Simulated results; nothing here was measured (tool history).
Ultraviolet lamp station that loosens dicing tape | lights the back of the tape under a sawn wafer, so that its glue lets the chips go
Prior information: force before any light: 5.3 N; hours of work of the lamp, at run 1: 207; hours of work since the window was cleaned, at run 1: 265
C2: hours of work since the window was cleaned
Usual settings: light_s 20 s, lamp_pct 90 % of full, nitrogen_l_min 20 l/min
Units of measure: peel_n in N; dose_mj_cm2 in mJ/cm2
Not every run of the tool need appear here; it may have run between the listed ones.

Run 1, day 0: usual settings; hours of work of the lamp 207; C2 265. Result: peel_n 0.333 N, dose_mj_cm2 220 mJ/cm2.
Run 2, day 0.438: usual settings; hours of work of the lamp 215; C2 273. Result: peel_n 0.332 N, dose_mj_cm2 220 mJ/cm2.
Run 3, day 0.85: usual settings; hours of work of the lamp 222; C2 280. Result: peel_n 0.339 N, dose_mj_cm2 216 mJ/cm2.
Run 4, day 1.329: usual settings; hours of work of the lamp 231; C2 289. Result: peel_n 0.333 N, dose_mj_cm2 213 mJ/cm2.
Run 5, day 1.854: usual settings but nitrogen_l_min 12 l/min; hours of work of the lamp 241; C2 299. Result: peel_n 0.465 N, dose_mj_cm2 212 mJ/cm2.
Run 6, day 2.15: usual settings; hours of work of the lamp 246; C2 304. Result: peel_n 0.333 N, dose_mj_cm2 213 mJ/cm2.
Run 7, day 2.504: usual settings but light_s 12 s; hours of work of the lamp 253; C2 311. Result: peel_n 0.868 N, dose_mj_cm2 124 mJ/cm2.
Run 8, day 2.971: usual settings but light_s 12 s; hours of work of the lamp 261; C2 319. Result: peel_n 0.87 N, dose_mj_cm2 128 mJ/cm2.
Run 9, day 3.558: usual settings but light_s 12 s; hours of work of the lamp 272; C2 330. Result: peel_n 0.861 N, dose_mj_cm2 127 mJ/cm2.
Run 10, day 3.929: usual settings but light_s 15 s, lamp_pct 63 % of full; hours of work of the lamp 279; C2 337. Result: peel_n 1.065 N, dose_mj_cm2 108 mJ/cm2.
Run 11, day 4.342: usual settings but light_s 27 s, lamp_pct 65 % of full, nitrogen_l_min 9 l/min; hours of work of the lamp 286; C2 344. Result: peel_n 0.658 N, dose_mj_cm2 200 mJ/cm2.
Run 12, day 4.825: usual settings but light_s 27 s, lamp_pct 65 % of full, nitrogen_l_min 9 l/min; hours of work of the lamp 295; C2 353. Result: peel_n 0.69 N, dose_mj_cm2 195 mJ/cm2.
At day 4.888: window cleaned of glue's vapour.
Run 13, day 5.433: usual settings but light_s 27 s, lamp_pct 65 % of full, nitrogen_l_min 9 l/min; hours of work of the lamp 306; C2 10. Result: peel_n 0.751 N, dose_mj_cm2 190 mJ/cm2.
Run 14, day 5.942: usual settings but light_s 27 s, lamp_pct 65 % of full, nitrogen_l_min 9 l/min; hours of work of the lamp 315; C2 19. Result: peel_n 0.729 N, dose_mj_cm2 191 mJ/cm2.
At day 6.162: window cleaned of glue's vapour, once more.
Run 15, day 6.275: usual settings but light_s 15 s, lamp_pct 98 % of full, nitrogen_l_min 31 l/min; hours of work of the lamp 321; C2 2. Result: peel_n 0.315 N, dose_mj_cm2 193 mJ/cm2.
Run 16, day 6.688: usual settings but light_s 27 s, lamp_pct 62 % of full, nitrogen_l_min 8 l/min; hours of work of the lamp 328; C2 10. Result: peel_n 0.621 N, dose_mj_cm2 217 mJ/cm2.
Run 17, day 7.2: usual settings but light_s 27 s, lamp_pct 62 % of full, nitrogen_l_min 8 l/min; hours of work of the lamp 338; C2 19. Result: peel_n 0.653 N, dose_mj_cm2 215 mJ/cm2.
Run 18, day 7.596: usual settings but light_s 27 s, lamp_pct 62 % of full, nitrogen_l_min 8 l/min; hours of work of the lamp 345; C2 26. Result: peel_n 0.615 N, dose_mj_cm2 216 mJ/cm2.

3 ways to go on from here, each from the tool as it stands after run 18. What would each give?
Run A, day 7.954: usual settings but lamp_pct 69 % of full; hours of work of the lamp 352; C2 33. Result: peel_n ?, dose_mj_cm2 ?.
Run B, day 7.954: usual settings but light_s 23 s, lamp_pct 98 % of full; hours of work of the lamp 352; C2 33. Result: peel_n ?, dose_mj_cm2 ?.
Run C, day 7.954: usual settings but light_s 34 s, lamp_pct 92 % of full, nitrogen_l_min 27 l/min; hours of work of the lamp 352; C2 33. Result: peel_n ?, dose_mj_cm2 ?.

run  peel_n  dose_mj_cm2
  A   0.456          177
  B   0.233          290
  C   0.195          400
With the hidden condition removed and each run's random variation left untouched, the same runs would have given:
run  peel_n  dose_mj_cm2
  A   0.357          203
  B   0.209          333
  C   0.192          460
